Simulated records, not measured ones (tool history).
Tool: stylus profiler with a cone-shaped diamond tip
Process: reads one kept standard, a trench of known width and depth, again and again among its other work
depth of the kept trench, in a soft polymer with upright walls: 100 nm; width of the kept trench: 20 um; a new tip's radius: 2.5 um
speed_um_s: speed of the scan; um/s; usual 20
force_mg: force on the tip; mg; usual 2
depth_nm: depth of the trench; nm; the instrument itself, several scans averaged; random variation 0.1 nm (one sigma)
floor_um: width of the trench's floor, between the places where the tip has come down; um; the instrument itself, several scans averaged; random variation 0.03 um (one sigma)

run   hour  speed_um_s  force_mg  depth_nm  floor_um
  1      0          20         2    101.34     18.47
  2    8.8          20         2    101.14     18.42
  3   20.5          20         2    101.24     18.43
  4   28.7          20         2    100.98     18.45
  5   35.7          20         2    101.04     18.48
  6   42.6          20         2    100.88     18.47
  7   49.8          20         2    101.17     18.48
  8   58.7          20         2    101.14      18.5
  9   68.2          20      4.17    101.88     18.49
 10   78.6          20      4.17    101.76     18.51
 11     87          20      4.17    101.77     18.51
 12   99.9          20         2    101.07     18.47
 13  113.7          20      1.55    101.06     18.44
 14  120.8          20      3.86    101.89     18.49
 15  135.1          20      4.91    101.95     18.48
 16  146.2          20         2     101.1     18.47
 17  157.5          20         2    101.01     18.48
 18  170.1          20      3.92    101.65     18.51
 19  180.5          20       1.5    100.85     18.43
 20  193.8          20         2    101.14     18.43
 21  206.2          20         2    101.25     18.43
 22  214.8          20         2     101.2     18.38
 23  221.7          20         2    101.08     18.46
 24  235.4          20         2    100.99     18.47
 25  248.1          42      1.39    100.92     18.24
 26  263.2          13      1.21    100.55     18.52
 27  277.2          13      1.21     100.8     18.49
 28  283.4           6      4.17    101.79     18.61
 29    293          13      3.42    101.61     18.52
 30  303.6          25      1.66    101.12      18.4
 31  313.3          16      2.12    100.94     18.51
 32  320.2          16      2.12    101.21     18.49
 33  331.5          16      2.12    101.05     18.42
 34    339          25      0.88    100.66     18.36
 35  352.4          25      0.88    100.56     18.34
 36  367.1          10      2.85    101.49     18.53
 37  379.4          13      4.21     101.9     18.53
 38  394.5          13      4.21     101.7     18.55
 39  402.2          13      4.21    101.73     18.57
 40  412.1          13      4.21    102.06     18.55
 41  427.3          14       4.1    101.66      18.5
 42  438.9          14       4.1    101.65     18.54
 43  450.7          14       4.1    101.86     18.51
 44  463.6          14       4.1    101.93     18.48
 45    472          11         2    101.07     18.53
 46    484          20      1.06    100.83      18.4
 47  490.3          20      1.06    100.63     18.35

4 ways to go on from here, each from the tool as it stands after run 47. What would each give?
  A  504.5          20      5.57         ?         ?
  B  504.5          32      1.95         ?         ?
  C  504.5          13       2.8         ?         ?
  D  504.5          42      1.06         ?         ?

run  depth_nm  floor_um
  A    102.24     18.55
  B    101.16     18.37
  C    101.62     18.52
  D    100.75     18.16
Without the tool's hidden state the same runs would have given:
run  depth_nm  floor_um
  A    102.24     18.55
  B    101.17     18.38
  C    101.62     18.52
  D    100.75     18.16
